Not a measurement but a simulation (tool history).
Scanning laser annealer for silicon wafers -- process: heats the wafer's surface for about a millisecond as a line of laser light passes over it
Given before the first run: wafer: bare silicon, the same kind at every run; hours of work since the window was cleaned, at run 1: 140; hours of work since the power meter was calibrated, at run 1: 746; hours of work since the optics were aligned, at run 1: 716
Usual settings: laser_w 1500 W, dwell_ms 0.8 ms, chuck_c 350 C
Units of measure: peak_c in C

run	hour	laser_w	dwell_ms	chuck_c	hours of work since the window was cleaned	hours of work since the power meter was calibrated	hours of work since the optics were aligned	peak_c
1	0	1500	0.8	350	140	746	716	1063
2	17.8	1500	0.8	350	153	759	729	1064
3	38.9	1500	0.8	350	168	774	744	1058
4	65.5	1280	0.8	350	186	793	762	946
5	80.9	1280	0.8	350	197	804	773	946
6	106.9	1280	0.8	350	216	822	792	945
7	136.3	1280	0.8	350	236	843	812	946
8	159.3	1280	0.574	350	252	859	829	850
9	184.5	1280	0.574	350	270	877	846	852
10	211	1500	0.8	321	289	895	865	1017
11	223.3	1500	0.8	374	298	904	874	1072
12	242.2	1500	0.8	374	311	917	887	1068
13	262.7	1377	0.8	374	325	932	902	1008
# hour 273.3: window over the wafer cleaned
14	295	1377	0.8	374	15	953	923	988
15	324.1	1377	0.8	374	36	974	943	990
# hour 343.1: optics aligned, line set to its width
16	356.2	1377	0.8	374	55	993	9	1004
17	375.9	1377	0.8	374	69	1007	23	1001
18	397.5	1574	0.8	374	84	1022	38	1096
19	421.1	1500	0.8	350	101	1038	55	1034
# hour 435.9: window over the wafer cleaned, once more
20	446.6	1500	0.785	350	8	1055	72	1077
21	476.5	1500	0.785	350	29	1076	93	1079
22	503.7	1543	0.785	350	48	1095	112	1098
23	522.3	1543	0.785	350	61	1108	125	1094
24	549.6	1500	0.944	331	80	1128	144	1122
25	564.5	1500	0.73	350	91	1138	155	1046
26	592	1566	0.8	344	110	1158	174	1104
27	619.9	1405	0.995	370	130	1177	194	1121
28	649.2	1405	0.995	311	150	1198	214	1060
29	675.6	1405	0.995	311	169	1217	233	1057
30	705.3	1500	0.572	337	190	1237	254	942
31	732.3	1500	0.572	337	209	1257	273	947
32	744.7	1461	0.709	332	218	1265	282	987
33	761.6	1461	0.709	332	230	1277	294	983
34	787	1641	0.709	332	248	1295	312	1067
35	816.7	1500	0.8	369	269	1316	333	1077
36	833.4	1500	0.8	369	280	1328	344	1077
37	853.8	1373	0.794	372	295	1342	359	1012
38	880.3	1373	0.794	372	313	1361	377	1011
39	895.2	1373	0.794	372	324	1371	388	1007
# hour 908: window over the wafer cleaned
40	917.2	1373	0.794	372	6	1385	402	1031
41	946.5	1373	0.794	372	27	1406	423	1029
42	973.4	1373	0.794	372	46	1425	442	1027

Predict each of these 3 candidate next runs independently; none follows another, all start after run 42:
A	996.5	1373	0.949	372	62	1441	458	?
B	996.5	1323	0.778	350	62	1441	458	?
C	996.5	1500	0.8	340	62	1441	458	?

run	peak_c
A	1083
B	973
C	1063
What these runs would have given with no unlogged condition in the tool:
run	peak_c
A	1111
B	997
C	1091
